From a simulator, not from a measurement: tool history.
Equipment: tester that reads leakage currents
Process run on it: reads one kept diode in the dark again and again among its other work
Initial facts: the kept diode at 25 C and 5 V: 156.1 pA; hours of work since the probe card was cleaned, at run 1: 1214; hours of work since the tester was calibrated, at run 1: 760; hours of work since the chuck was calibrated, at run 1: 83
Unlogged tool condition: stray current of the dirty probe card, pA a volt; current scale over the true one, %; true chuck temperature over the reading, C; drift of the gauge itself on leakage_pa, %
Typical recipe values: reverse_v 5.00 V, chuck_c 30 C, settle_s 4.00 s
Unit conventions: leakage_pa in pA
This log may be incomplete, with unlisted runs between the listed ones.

run    hour  reverse_v  chuck_c  settle_s  hours of work since the probe card was cleaned  hours of work since the tester was calibrated  hours of work since the chuck was calibrated  leakage_pa
  1     0.0       5.00       30      4.00                                            1214                                            760                                            83      238.43
  2   181.6       5.00       30      4.00                                            1296                                            842                                           165      229.78
  3   301.9       5.00       30      4.00                                            1350                                            896                                           219      227.62
  4   389.6       5.00       49      4.00                                            1389                                            936                                           258     1020.35
  5   483.7       5.00       49      4.00                                            1432                                            978                                           301     1013.91
  6   657.1       1.30       27      4.38                                            1510                                           1056                                           379       80.32
  7   808.5      11.02       31      4.00                                            1578                                           1124                                           447      351.98
  8   898.1      16.17       22      7.07                                            1618                                           1164                                           487      196.22
  9  1000.1      16.17       22      7.07                                            1664                                           1210                                           533      193.22
     1067.8  -- chuck's temperature calibrated
 10  1096.8      16.17       22      7.07                                            1707                                           1253                                            13      232.96

Branching from run 10: 4 alternative next runs. What would each branch give?
  A  1264.5       5.00       58      2.49                                            1782                                           1328                                            89           ?
  B  1264.5       9.69       51      2.71                                            1782                                           1328                                            89           ?
  C  1264.5      16.17       23      9.56                                            1782                                           1328                                            89           ?
  D  1264.5      16.17       35      7.07                                            1782                                           1328                                            89           ?

run  leakage_pa
  A     2097.52
  B     1795.33
  C      246.69
  D      674.70
Had the tool no hidden state, the same runs would have come out as:
run  leakage_pa
  A     2146.90
  B     1836.64
  C      246.22
  D      685.78
